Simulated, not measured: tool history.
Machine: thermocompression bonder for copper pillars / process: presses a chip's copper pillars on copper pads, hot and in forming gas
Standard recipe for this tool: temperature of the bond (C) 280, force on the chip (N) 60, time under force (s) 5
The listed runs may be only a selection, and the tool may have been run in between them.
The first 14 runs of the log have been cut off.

run,day,temperature of the bond (C),force on the chip (N),time under force (s),force that shears a chip off (N)
15,25.004,310,60,3,62.1
16,26.271,310,60,3,61.4
17,27.354,310,60,3,58.9
18,28.433,310,60,3,60.8
19,30.158,310,60,3,60.1
20,31.396,310,60,3,59.6
21,33.279,287,50,12,63.1
22,34.283,286,74,3,50.6
23,36.379,280,60,7,54.1
24,37.975,272,60,6,46.5
# day 38.65: forming gas filter changed
25,39.825,270,43,10,45.8
26,41.625,253,60,4,30.1
27,43.188,280,50,5,46.2
28,44.175,280,50,5,45.3
29,45.6,280,50,5,46
# day 46.408: heater calibrated with a thermocouple chip
30,47.854,280,45,6,50.4
31,48.825,264,47,15,54.3
32,50.879,264,47,3,30.8
33,53.146,275,60,5,50.3
# day 54.467: force cell calibrated
34,55.129,275,60,5,51.5
35,57.217,275,60,5,51.8
36,58.571,275,60,5,50.5
37,59.662,275,60,5,49.5
38,61.104,275,60,5,49.6
39,62.296,292,60,12,72.4

Here are 3 independent what-if runs from the current tool condition. What would each one return?
A,64.146,262,79,14,?
B,64.146,272,44,12,?
C,64.146,292,60,6,?

run,force that shears a chip off (N)
A,63.7
B,54.4
C,61.9
What these runs would have given with no unlogged condition in the tool:
run,force that shears a chip off (N)
A,68
B,58.4
C,66

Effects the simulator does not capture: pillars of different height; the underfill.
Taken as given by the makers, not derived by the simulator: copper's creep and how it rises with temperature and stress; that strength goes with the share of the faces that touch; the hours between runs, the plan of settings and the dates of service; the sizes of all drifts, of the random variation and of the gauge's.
